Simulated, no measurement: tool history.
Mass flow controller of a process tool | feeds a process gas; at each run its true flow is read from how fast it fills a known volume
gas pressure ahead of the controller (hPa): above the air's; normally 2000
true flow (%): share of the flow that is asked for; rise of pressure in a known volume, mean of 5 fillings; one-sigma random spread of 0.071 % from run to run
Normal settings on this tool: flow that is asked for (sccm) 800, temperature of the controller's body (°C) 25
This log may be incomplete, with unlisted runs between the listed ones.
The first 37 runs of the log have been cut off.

run,day,flow that is asked for (sccm),gas pressure ahead of the controller (hPa),temperature of the controller's body (°C),true flow (%)
38,165.842,113,1710,37,96.97
39,170.367,196,1710,38,98.02
40,173.042,658,1660,23,98.28
41,177.896,658,1660,23,98.18
42,183.471,658,1660,23,98.39
43,187.033,209,2620,24,96.93
44,192.45,209,2620,24,96.97
45,196.458,209,2620,24,96.85
46,202.5,209,2620,24,96.93
47,206.188,419,2360,25,97.76
48,210.842,228,1820,25,97.01

Branching from run 48: 3 alternative next runs. What would each branch give?
A,214.779,249,2420,40,?
B,214.779,138,1800,26,?
C,214.779,323,1450,24,?

run,true flow (%)
A,98.27
B,96.16
C,97.25
What these runs would have given with no unlogged condition in the tool:
run,true flow (%)
A,100.05
B,98.76
C,98.79
